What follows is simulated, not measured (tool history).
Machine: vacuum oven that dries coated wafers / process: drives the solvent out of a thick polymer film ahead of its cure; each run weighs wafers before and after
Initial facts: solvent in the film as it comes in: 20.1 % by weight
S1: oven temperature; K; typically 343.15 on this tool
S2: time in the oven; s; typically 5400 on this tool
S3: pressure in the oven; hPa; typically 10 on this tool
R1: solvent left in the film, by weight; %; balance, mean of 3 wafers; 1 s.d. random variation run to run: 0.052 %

run	hour	S1	S2	S3	R1
1	0	343.15	5400	10	2.02
2	59.1	343.15	5400	10	1.95
3	151.9	343.15	5400	10	2.01
4	201	343.15	5400	10	1.92
5	257.6	343.15	5400	10	2.08
6	326.8	343.15	5400	10	2.14
7	420.6	343.15	5400	10	2.12
8	517.3	343.15	5400	10	2.17
9	585	343.15	5400	10	2.09
10	675.5	335.15	5400	21.2	5.08
11	727.1	355.15	3300	7.6	1.31
# hour 838.4: vacuum gauge cleaned of residue and calibrated
12	842.8	346.15	5340	21.1	1.85
# hour 866.1: oven's thermocouples calibrated
13	902.5	355.15	7260	10	0.38
14	1004.8	350.15	3300	10	1.65
15	1061.3	350.15	3300	10	1.62
16	1176.6	350.15	3300	10	1.61
17	1278.5	356.15	3300	10	0.92

Predict each of these 3 candidate next runs independently; none follows another, all start after run 17:
A	1346.7	343.15	7680	10	?
B	1346.7	341.15	4860	21.6	?
C	1346.7	356.15	3300	16.5	?

run	R1
A	1.01
B	2.95
C	1.24
Without the tool's unlogged condition, the same runs would have read:
run	R1
A	0.9
B	2.75
C	1.14
